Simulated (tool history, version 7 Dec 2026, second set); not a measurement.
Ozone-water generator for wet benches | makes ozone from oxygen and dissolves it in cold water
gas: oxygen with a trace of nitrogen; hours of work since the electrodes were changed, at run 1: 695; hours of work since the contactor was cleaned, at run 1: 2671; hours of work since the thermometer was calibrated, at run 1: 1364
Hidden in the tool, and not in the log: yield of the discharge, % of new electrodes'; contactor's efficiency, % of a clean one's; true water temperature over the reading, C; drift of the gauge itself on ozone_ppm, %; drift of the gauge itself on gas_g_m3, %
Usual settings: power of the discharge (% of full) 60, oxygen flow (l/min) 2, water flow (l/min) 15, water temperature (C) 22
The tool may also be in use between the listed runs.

| run | hour | power of the discharge (% of full) | oxygen flow (l/min) | water flow (l/min) | water temperature (C) | hours of work since the electrodes were changed | hours of work since the contactor was cleaned | hours of work since the thermometer was calibrated | dissolved ozone (ppm) | ozone in the gas ahead of the water (g/m3) |
|---|---|---|---|---|---|---|---|---|---|---|
| 1 | 0 | 60 | 2 | 15 | 22 | 695 | 2671 | 1364 | 13.2 | 195.3 |
| 2 | 63.4 | 60 | 2 | 15 | 22 | 736 | 2711 | 1405 | 13 | 196.1 |
| 3 | 102.8 | 60 | 2 | 15 | 22 | 761 | 2737 | 1430 | 12.7 | 195.8 |
| 4 | 166.4 | 60 | 2 | 15 | 22 | 802 | 2778 | 1471 | 12.9 | 196 |
| 5 | 224.4 | 60 | 2 | 15 | 22 | 839 | 2815 | 1508 | 12.8 | 195.9 |
| 6 | 257 | 60 | 2 | 15 | 22 | 860 | 2836 | 1529 | 13.1 | 194.9 |
| 7 | 291 | 60 | 2 | 15 | 22 | 882 | 2858 | 1551 | 12.8 | 194.4 |
| 8 | 345.7 | 60 | 2 | 15 | 22 | 917 | 2893 | 1586 | 13 | 195.2 |
| 9 | 404.9 | 55 | 2 | 15 | 22 | 955 | 2931 | 1624 | 12.1 | 181.6 |
| 10 | 439.5 | 55 | 2 | 15 | 22 | 977 | 2953 | 1646 | 12.2 | 181.8 |
| 11 | 494.1 | 64 | 2 | 15 | 22 | 1013 | 2988 | 1682 | 13.1 | 202.4 |
| 12 | 551.7 | 64 | 2 | 15 | 22 | 1050 | 3025 | 1719 | 13.3 | 201.7 |
| 13 | 610.1 | 64 | 2 | 15 | 22 | 1087 | 3063 | 1756 | 13.5 | 203.6 |
| 14 | 679.1 | 64 | 2 | 15 | 22 | 1132 | 3107 | 1800 | 13.4 | 204.1 |
| 15 | 751.4 | 60 | 2 | 13 | 22 | 1178 | 3154 | 1847 | 14.5 | 193.6 |
| 16 | 823.9 | 60 | 2 | 15 | 22 | 1225 | 3200 | 1894 | 12.7 | 192.2 |
| 17 | 894.5 | 66 | 3.54 | 15 | 24 | 1270 | 3246 | 1939 | 12.6 | 139.6 |
| 18 | 964.2 | 42 | 2.65 | 11 | 29 | 1315 | 3291 | 1984 | 11.6 | 123.8 |
| 19 | 1039.4 | 42 | 2.65 | 11 | 29 | 1363 | 3339 | 2032 | 11.6 | 122.7 |
| 20 | 1102.8 | 60 | 3.07 | 15 | 22 | 1404 | 3380 | 2073 | 12.3 | 143.2 |
| 21 | 1145.3 | 60 | 1.78 | 18 | 22 | 1431 | 3407 | 2100 | 10.5 | 210.2 |
| 22 | 1180.1 | 60 | 1.54 | 15 | 18 | 1454 | 3429 | 2123 | 13.1 | 227.1 |
| 23 | 1242.6 | 98 | 3.39 | 15 | 22 | 1494 | 3470 | 2163 | 17 | 188.7 |
| 24 | 1274.2 | 60 | 3.42 | 15 | 22 | 1514 | 3490 | 2183 | 12.3 | 131.6 |
| 25 | 1311.5 | 60 | 3.42 | 15 | 22 | 1538 | 3514 | 2207 | 12.1 | 133 |
| 26 | 1342.9 | 60 | 3.42 | 15 | 22 | 1559 | 3534 | 2227 | 12.1 | 132.1 |
| 27 | 1383.5 | 46 | 1.82 | 15 | 22 | 1585 | 3560 | 2254 | 10.4 | 169 |
| 28 | 1441.8 | 60 | 1.38 | 15 | 14 | 1622 | 3598 | 2291 | 13 | 247 |
| 29 | 1506.6 | 60 | 1.38 | 15 | 14 | 1664 | 3640 | 2333 | 13.1 | 244.2 |
| 30 | 1559.6 | 75 | 1.48 | 15 | 14 | 1698 | 3674 | 2367 | 15.2 | 273.9 |
| 31 | 1624.1 | 60 | 1.99 | 15 | 20 | 1739 | 3715 | 2408 | 12.8 | 192.5 |
| 32 | 1693.2 | 60 | 1.99 | 15 | 20 | 1784 | 3760 | 2453 | 12.9 | 189.8 |

The same runs without the tool's hidden state, with the same run-to-run variation:
| run | dissolved ozone (ppm) | ozone in the gas ahead of the water (g/m3) |
|---|---|---|
| 1 | 13.8 | 198.6 |
| 2 | 13.7 | 199.6 |
| 3 | 13.4 | 199.4 |
| 4 | 13.6 | 200 |
| 5 | 13.5 | 200.1 |
| 6 | 13.9 | 199.2 |
| 7 | 13.6 | 198.9 |
| 8 | 13.8 | 199.9 |
| 9 | 12.8 | 185.9 |
| 10 | 13 | 186.2 |
| 11 | 14 | 208.1 |
| 12 | 14.2 | 207.7 |
| 13 | 14.4 | 209.9 |
| 14 | 14.4 | 210.7 |
| 15 | 15.5 | 199.8 |
| 16 | 13.6 | 198.7 |
| 17 | 13.7 | 145 |
| 18 | 12.3 | 127 |
| 19 | 12.3 | 126 |
| 20 | 13.3 | 148.9 |
| 21 | 11.4 | 218.7 |
| 22 | 14.2 | 236.5 |
| 23 | 18.9 | 200 |
| 24 | 13.4 | 137.3 |
| 25 | 13.2 | 138.9 |
| 26 | 13.2 | 138 |
| 27 | 11.3 | 175 |
| 28 | 14.2 | 258.5 |
| 29 | 14.4 | 256 |
| 30 | 16.9 | 289.8 |
| 31 | 14.1 | 202.2 |
| 32 | 14.2 | 199.8 |

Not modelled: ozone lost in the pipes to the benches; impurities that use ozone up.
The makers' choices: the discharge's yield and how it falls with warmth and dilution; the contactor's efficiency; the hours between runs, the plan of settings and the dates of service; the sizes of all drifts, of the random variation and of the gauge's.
